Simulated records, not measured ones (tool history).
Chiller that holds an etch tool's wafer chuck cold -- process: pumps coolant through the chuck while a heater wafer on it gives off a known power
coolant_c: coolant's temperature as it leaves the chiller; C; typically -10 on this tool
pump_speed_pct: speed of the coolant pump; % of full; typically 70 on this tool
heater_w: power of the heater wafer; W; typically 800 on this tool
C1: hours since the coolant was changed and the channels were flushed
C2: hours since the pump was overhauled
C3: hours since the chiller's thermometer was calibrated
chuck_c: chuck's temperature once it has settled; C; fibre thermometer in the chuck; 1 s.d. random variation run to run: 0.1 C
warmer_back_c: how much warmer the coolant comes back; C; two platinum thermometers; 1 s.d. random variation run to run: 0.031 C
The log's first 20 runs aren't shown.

run 21 hour=670.6 | coolant_c=-1 pump_speed_pct=97 heater_w=571 | C1=2075 C2=2290 C3=1496 | chuck_c=2.9 warmer_back_c=1.82
run 22 hour=702.6 | coolant_c=-1 pump_speed_pct=97 heater_w=571 | C1=2107 C2=2322 C3=1528 | chuck_c=2.9 warmer_back_c=1.76
run 23 hour=742.3 | coolant_c=-4 pump_speed_pct=71 heater_w=449 | C1=2146 C2=2362 C3=1568 | chuck_c=-0.3 warmer_back_c=1.89
run 24 hour=784.8 | coolant_c=-18 pump_speed_pct=96 heater_w=990 | C1=2189 C2=2404 C3=1610 | chuck_c=-11.2 warmer_back_c=2.88
run 25 hour=812.2 | coolant_c=-15 pump_speed_pct=63 heater_w=847 | C1=2216 C2=2432 C3=1637 | chuck_c=-7.2 warmer_back_c=3.78
run 26 hour=857.4 | coolant_c=-15 pump_speed_pct=63 heater_w=847 | C1=2261 C2=2477 C3=1683 | chuck_c=-7.5 warmer_back_c=3.84
run 27 hour=890.2 | coolant_c=-15 pump_speed_pct=63 heater_w=847 | C1=2294 C2=2510 C3=1716 | chuck_c=-7.5 warmer_back_c=3.81
run 28 hour=936.6 | coolant_c=-15 pump_speed_pct=63 heater_w=847 | C1=2341 C2=2556 C3=1762 | chuck_c=-7.5 warmer_back_c=3.84
run 29 hour=978.8 | coolant_c=-14 pump_speed_pct=88 heater_w=537 | C1=2383 C2=2598 C3=1804 | chuck_c=-10.2 warmer_back_c=1.9
run 30 hour=999.8 | coolant_c=-19 pump_speed_pct=62 heater_w=403 | C1=2404 C2=2619 C3=1825 | chuck_c=-15.2 warmer_back_c=2
run 31 hour=1035.8 | coolant_c=-19 pump_speed_pct=62 heater_w=403 | C1=2440 C2=2655 C3=1861 | chuck_c=-15.3 warmer_back_c=2.02
run 32 hour=1075.8 | coolant_c=-2 pump_speed_pct=84 heater_w=454 | C1=2480 C2=2695 C3=1901 | chuck_c=1.3 warmer_back_c=1.69

Each row is a separate what-if for the run after 32, all from the same tool condition, not one after another. Results?
run A hour=1104.2 | coolant_c=-8 pump_speed_pct=82 heater_w=444 | C1=2508 C2=2724 C3=1929 | chuck_c=? warmer_back_c=?
run B hour=1104.2 | coolant_c=-10 pump_speed_pct=70 heater_w=633 | C1=2508 C2=2724 C3=1929 | chuck_c=? warmer_back_c=?
run C hour=1104.2 | coolant_c=-9 pump_speed_pct=62 heater_w=454 | C1=2508 C2=2724 C3=1929 | chuck_c=? warmer_back_c=?
run D hour=1104.2 | coolant_c=-17 pump_speed_pct=88 heater_w=708 | C1=2508 C2=2724 C3=1929 | chuck_c=? warmer_back_c=?

run=A chuck_c=-4.6 warmer_back_c=1.66
run=B chuck_c=-5 warmer_back_c=2.7
run=C chuck_c=-4.9 warmer_back_c=2.26
run=D chuck_c=-11.8 warmer_back_c=2.4
Without the tool's hidden state the same runs would have given:
run=A chuck_c=-4.6 warmer_back_c=1.35
run=B chuck_c=-5 warmer_back_c=2.39
run=C chuck_c=-4.9 warmer_back_c=1.95
run=D chuck_c=-11.8 warmer_back_c=2.09

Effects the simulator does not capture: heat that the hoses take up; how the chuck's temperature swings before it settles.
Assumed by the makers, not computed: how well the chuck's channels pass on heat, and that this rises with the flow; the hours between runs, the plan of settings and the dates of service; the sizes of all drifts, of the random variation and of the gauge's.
